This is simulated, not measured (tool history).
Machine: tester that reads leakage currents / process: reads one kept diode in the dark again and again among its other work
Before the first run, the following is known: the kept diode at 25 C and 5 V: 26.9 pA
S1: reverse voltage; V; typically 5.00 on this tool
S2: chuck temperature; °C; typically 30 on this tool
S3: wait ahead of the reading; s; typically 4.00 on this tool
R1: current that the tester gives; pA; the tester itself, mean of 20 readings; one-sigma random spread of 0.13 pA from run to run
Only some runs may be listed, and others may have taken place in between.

run     day     S1  S2    S3     R1
  1   0.000   5.00  30  4.00  43.03
  2   1.621   5.00  30  4.00  42.87
  3   3.129   5.00  30  4.00  42.99
  4   4.642   5.00  30  4.00  42.56
  5   6.158   5.00  30  4.00  42.96
  6   7.408   5.00  30  4.00  42.67
  7   9.400   5.00  30  4.00  42.81
  8  10.492   5.00  30  4.00  42.91
  9  11.683   5.00  30  4.00  42.70
 10  12.683   5.00  30  4.00  42.82
 11  13.708   5.00  30  4.00  42.92
 12  15.242   5.00  30  4.00  42.70
 13  16.746   5.00  30  9.40  42.67
 14  18.233   5.00  30  9.40  42.66
 15  19.196   5.00  30  9.40  42.69
 16  20.708   5.00  30  9.40  42.66
 17  21.621   5.00  30  9.40  42.46
 18  22.779   5.00  30  9.40  42.60
 19  24.283   5.00  30  9.40  42.70
 20  25.325   5.00  30  1.66  43.73
 21  26.567   5.00  30  4.80  42.67
 22  27.729   5.00  30  4.80  42.71
 23  29.138   1.67  22  4.80  13.36
 24  29.996   1.67  22  4.80  13.26
 25  31.033   1.67  22  4.80  13.39
 26  32.412   1.67  22  4.80  13.27
 27  33.975   1.67  22  0.74  13.92
 28  35.454   2.33  25  0.90  20.58
 29  37.367   8.71  25  0.45  48.88
 30  38.658   1.92  47  4.98  81.16
 31  39.529  17.79  30  4.00  91.44
 32  41.117   5.61  34  4.00  59.68
 33  42.342   5.61  34  6.00  59.58
 34  43.479   5.61  34  6.00  59.37
 35  45.446   1.23  35  0.73  28.46
 36  46.350   1.23  35  0.40  28.84
 37  47.221   6.42  34  0.40  68.43
 38  48.408   5.00  33  4.00  52.31
 39  49.300   4.90  33  0.31  55.90
 40  50.946   1.04  30  0.31  18.82

Alternative continuations, all from the tool just after run 40; predict every row:
  A  52.300   5.95  30  0.31   ?
  B  52.300  14.90  30  0.40   ?
  C  52.300  15.52  30  2.47   ?

run     R1
  A  52.71
  B  92.04
  C  85.30
Without the tool's hidden state the same runs would have given:
run     R1
  A  49.09
  B  79.48
  C  72.05

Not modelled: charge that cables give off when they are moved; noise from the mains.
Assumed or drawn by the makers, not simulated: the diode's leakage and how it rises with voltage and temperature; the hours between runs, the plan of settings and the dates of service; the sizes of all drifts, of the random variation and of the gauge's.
